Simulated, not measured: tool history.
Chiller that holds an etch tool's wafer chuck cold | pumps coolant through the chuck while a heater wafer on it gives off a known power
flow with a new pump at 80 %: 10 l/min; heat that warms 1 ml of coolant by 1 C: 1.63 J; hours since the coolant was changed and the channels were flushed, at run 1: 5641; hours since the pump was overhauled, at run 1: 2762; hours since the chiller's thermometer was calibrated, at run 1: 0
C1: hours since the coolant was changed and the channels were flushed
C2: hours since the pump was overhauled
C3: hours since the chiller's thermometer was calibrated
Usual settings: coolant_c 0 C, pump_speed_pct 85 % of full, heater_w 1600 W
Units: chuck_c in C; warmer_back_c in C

run 1 day=0 | coolant_c=0 pump_speed_pct=85 heater_w=1600 | C1=5641 C2=2762 C3=0 | chuck_c=17.8 warmer_back_c=5.67
run 2 day=4.829 | coolant_c=0 pump_speed_pct=85 heater_w=1600 | C1=5757 C2=2878 C3=116 | chuck_c=18 warmer_back_c=5.73
run 3 day=7.888 | coolant_c=0 pump_speed_pct=85 heater_w=1600 | C1=5830 C2=2951 C3=189 | chuck_c=17.8 warmer_back_c=5.73
run 4 day=10.792 | coolant_c=0 pump_speed_pct=85 heater_w=1600 | C1=5900 C2=3021 C3=259 | chuck_c=18 warmer_back_c=5.71
run 5 day=15.212 | coolant_c=0 pump_speed_pct=85 heater_w=1600 | C1=6006 C2=3127 C3=365 | chuck_c=18 warmer_back_c=5.75
run 6 day=19.392 | coolant_c=0 pump_speed_pct=85 heater_w=1600 | C1=6106 C2=3227 C3=465 | chuck_c=18.1 warmer_back_c=5.7
run 7 day=22.979 | coolant_c=-7 pump_speed_pct=85 heater_w=1600 | C1=6192 C2=3314 C3=552 | chuck_c=11.1 warmer_back_c=5.73
run 8 day=28.429 | coolant_c=-7 pump_speed_pct=85 heater_w=1600 | C1=6323 C2=3444 C3=682 | chuck_c=11.3 warmer_back_c=5.77
run 9 day=31.412 | coolant_c=-7 pump_speed_pct=85 heater_w=1600 | C1=6395 C2=3516 C3=754 | chuck_c=11.1 warmer_back_c=5.82
run 10 day=36.492 | coolant_c=0 pump_speed_pct=78 heater_w=1600 | C1=6516 C2=3638 C3=876 | chuck_c=19.4 warmer_back_c=6.33
run 11 day=42.029 | coolant_c=0 pump_speed_pct=78 heater_w=1600 | C1=6649 C2=3771 C3=1009 | chuck_c=19.3 warmer_back_c=6.48
run 12 day=45.775 | coolant_c=0 pump_speed_pct=78 heater_w=1600 | C1=6739 C2=3861 C3=1099 | chuck_c=19.4 warmer_back_c=6.37
run 13 day=50.021 | coolant_c=0 pump_speed_pct=78 heater_w=1600 | C1=6841 C2=3962 C3=1200 | chuck_c=19.6 warmer_back_c=6.41
run 14 day=55.625 | coolant_c=0 pump_speed_pct=85 heater_w=1600 | C1=6976 C2=4097 C3=1335 | chuck_c=18.6 warmer_back_c=5.78
run 15 day=59.004 | coolant_c=0 pump_speed_pct=85 heater_w=1600 | C1=7057 C2=4178 C3=1416 | chuck_c=18.6 warmer_back_c=5.88
run 16 day=63.446 | coolant_c=0 pump_speed_pct=85 heater_w=1600 | C1=7163 C2=4285 C3=1523 | chuck_c=18.5 warmer_back_c=5.84
run 17 day=67.642 | coolant_c=0 pump_speed_pct=83 heater_w=1274 | C1=7264 C2=4385 C3=1623 | chuck_c=15.3 warmer_back_c=4.78
run 18 day=73.125 | coolant_c=-7 pump_speed_pct=80 heater_w=2055 | C1=7396 C2=4517 C3=1755 | chuck_c=18.1 warmer_back_c=8.09
run 19 day=78.717 | coolant_c=-5 pump_speed_pct=65 heater_w=2061 | C1=7530 C2=4651 C3=1889 | chuck_c=23.7 warmer_back_c=10.32
run 20 day=82.133 | coolant_c=-5 pump_speed_pct=65 heater_w=2061 | C1=7612 C2=4733 C3=1971 | chuck_c=23.7 warmer_back_c=10.25
run 21 day=86.871 | coolant_c=-5 pump_speed_pct=65 heater_w=2061 | C1=7726 C2=4847 C3=2085 | chuck_c=23.7 warmer_back_c=10.28
run 22 day=89.467 | coolant_c=-2 pump_speed_pct=85 heater_w=1177 | C1=7788 C2=4909 C3=2147 | chuck_c=11.8 warmer_back_c=4.36
run 23 day=93.083 | coolant_c=7 pump_speed_pct=64 heater_w=2186 | C1=7875 C2=4996 C3=2234 | chuck_c=38.1 warmer_back_c=11.18
run 24 day=96.742 | coolant_c=3 pump_speed_pct=72 heater_w=1450 | C1=7962 C2=5084 C3=2322 | chuck_c=22.2 warmer_back_c=6.53
run 25 day=101.929 | coolant_c=7 pump_speed_pct=85 heater_w=1923 | C1=8087 C2=5208 C3=2446 | chuck_c=30.1 warmer_back_c=7.04
run 26 day=105.721 | coolant_c=7 pump_speed_pct=65 heater_w=1600 | C1=8178 C2=5299 C3=2537 | chuck_c=29.7 warmer_back_c=8.04
run 27 day=111.5 | coolant_c=3 pump_speed_pct=64 heater_w=1210 | C1=8317 C2=5438 C3=2676 | chuck_c=20.4 warmer_back_c=6.16
run 28 day=115.654 | coolant_c=-9 pump_speed_pct=63 heater_w=852 | C1=8416 C2=5538 C3=2776 | chuck_c=3.4 warmer_back_c=4.47
run 29 day=121.204 | coolant_c=-9 pump_speed_pct=63 heater_w=852 | C1=8550 C2=5671 C3=2909 | chuck_c=3.3 warmer_back_c=4.49
run 30 day=124.633 | coolant_c=-9 pump_speed_pct=63 heater_w=852 | C1=8632 C2=5753 C3=2991 | chuck_c=3.3 warmer_back_c=4.49
run 31 day=128.246 | coolant_c=9 pump_speed_pct=80 heater_w=2204 | C1=8719 C2=5840 C3=3078 | chuck_c=37.1 warmer_back_c=8.85

Measured less the same run without the tool's hidden state. The same run-to-run variation is in both; the gauge's scatter may not be:
The hidden state here: heat passed by the chuck's channels, % of clean ones'; flow at a given pump speed, % of a new pump's; coolant's true temperature over the reading, C; drift of the gauge itself on chuck_c, C; drift of the gauge itself on warmer_back_c, C.
run=1 chuck_c=+2.7 warmer_back_c=+0.21
run=2 chuck_c=+2.7 warmer_back_c=+0.23
run=3 chuck_c=+2.8 warmer_back_c=+0.24
run=4 chuck_c=+2.8 warmer_back_c=+0.24
run=5 chuck_c=+2.9 warmer_back_c=+0.24
run=6 chuck_c=+2.9 warmer_back_c=+0.26
run=7 chuck_c=+3 warmer_back_c=+0.26
run=8 chuck_c=+3 warmer_back_c=+0.28
run=9 chuck_c=+3.1 warmer_back_c=+0.28
run=10 chuck_c=+3.3 warmer_back_c=+0.32
run=11 chuck_c=+3.4 warmer_back_c=+0.33
run=12 chuck_c=+3.4 warmer_back_c=+0.35
run=13 chuck_c=+3.5 warmer_back_c=+0.35
run=14 chuck_c=+3.4 warmer_back_c=+0.33
run=15 chuck_c=+3.5 warmer_back_c=+0.35
run=16 chuck_c=+3.5 warmer_back_c=+0.35
run=17 chuck_c=+2.9 warmer_back_c=+0.3
run=18 chuck_c=+4.9 warmer_back_c=+0.51
run=19 chuck_c=+5.6 warmer_back_c=+0.68
run=20 chuck_c=+5.6 warmer_back_c=+0.68
run=21 chuck_c=+5.7 warmer_back_c=+0.7
run=22 chuck_c=+2.8 warmer_back_c=+0.3
run=23 chuck_c=+6.3 warmer_back_c=+0.78
run=24 chuck_c=+3.9 warmer_back_c=+0.47
run=25 chuck_c=+4.9 warmer_back_c=+0.52
run=26 chuck_c=+4.8 warmer_back_c=+0.61
run=27 chuck_c=+3.7 warmer_back_c=+0.48
run=28 chuck_c=+2.5 warmer_back_c=+0.35
run=29 chuck_c=+2.7 warmer_back_c=+0.36
run=30 chuck_c=+2.6 warmer_back_c=+0.37
run=31 chuck_c=+6.5 warmer_back_c=+0.73
